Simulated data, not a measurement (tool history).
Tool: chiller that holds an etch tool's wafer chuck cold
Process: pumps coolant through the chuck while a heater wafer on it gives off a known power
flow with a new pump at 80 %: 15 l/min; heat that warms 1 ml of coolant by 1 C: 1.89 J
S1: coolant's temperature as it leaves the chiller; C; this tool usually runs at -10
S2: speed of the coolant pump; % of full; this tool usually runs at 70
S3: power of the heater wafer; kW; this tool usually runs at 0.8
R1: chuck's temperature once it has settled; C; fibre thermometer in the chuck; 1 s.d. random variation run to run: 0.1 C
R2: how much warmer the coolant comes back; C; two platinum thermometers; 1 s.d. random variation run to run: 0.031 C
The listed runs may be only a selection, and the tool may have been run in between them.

run,hour,S1,S2,S3,R1,R2
1,0,-10,70,0.8,-4.3,1.99
2,34.6,-16,70,0.8,-10.1,2.01
3,59.6,-10,100,0.8,-5.8,1.34
4,98.1,-10,100,0.8,-5.7,1.3
5,128.3,-13,70,0.8,-7,1.95
6,167.5,-10,87,0.8,-5.2,1.55
7,209,-10,70,0.8,-4.3,2
8,258.7,-10,70,0.8,-4.2,2
9,286.5,-10,70,0.8,-4.3,2
10,318.1,0,70,0.8,5.5,1.98
11,343.5,0,70,0.8,5.9,1.92
12,382,-5,70,0.467,-2,1.21
13,413.3,-10,62,0.414,-7,1.19
14,458.2,-3,69,0.611,1.4,1.53
15,489.8,-20,98,0.447,-18,0.74

Predict the results of run 16:
16,541.5,-2,70,0.587,?,?

R1: 1.9 C
R2: 1.43 C
Take away the tool's hidden state, keep the run-to-run variation as it was, and the same run would have given R1 2.4 C, R2 1.41 C.
